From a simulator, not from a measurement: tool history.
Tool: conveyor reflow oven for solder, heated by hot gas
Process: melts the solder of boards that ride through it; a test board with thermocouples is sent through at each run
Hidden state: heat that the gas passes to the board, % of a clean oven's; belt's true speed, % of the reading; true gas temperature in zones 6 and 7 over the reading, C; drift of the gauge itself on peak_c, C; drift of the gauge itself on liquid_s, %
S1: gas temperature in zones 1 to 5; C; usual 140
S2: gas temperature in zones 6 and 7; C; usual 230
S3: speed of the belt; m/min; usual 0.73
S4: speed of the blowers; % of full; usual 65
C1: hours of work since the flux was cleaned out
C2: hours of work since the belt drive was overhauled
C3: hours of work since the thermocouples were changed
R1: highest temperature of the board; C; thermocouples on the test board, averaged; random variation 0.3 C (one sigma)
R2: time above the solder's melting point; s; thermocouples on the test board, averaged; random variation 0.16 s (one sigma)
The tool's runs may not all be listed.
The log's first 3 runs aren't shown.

run    day   S1   S2     S3  S4   C1   C2   C3     R1    R2
  4  1.333  140  230   0.73  87  151  301  737  214.5  42.8
  5  1.733  140  230  0.647  65  157  307  742  215.7    49
  6  2.183  140  230   0.73  65  163  313  749  212.2  40.2
  7  2.708  140  230   0.73  65  170  320  756    212  40.2
  8  3.042  140  230   0.73  65  175  325  761  211.6  40.1
  9  3.412  140  230   0.73  65  180  330  766  211.4  40.2
 10  3.942  140  230   0.73  79  187  337  773  213.5  41.9
 11  4.258  140  230   0.73  65  192  342  778  210.6  40.1
 12  4.742  140  240   0.73  65  199  349  784  219.5    45
 13  5.217  140  240   0.73  65  205  355  791  219.9  45.1
 14  5.533  140  230   0.73  65  210  360  795  211.3  40.1
 15  5.867  140  230   0.73  65  214  364  800  210.7  39.9

Forecast run 16:
 16  6.354  140  244  0.598  55  221  371  807   ?   ?

R1: 228 C
R2: 60.6 s
Without the tool's hidden state the same run would have given R1 231 C, R2 61.5 s.
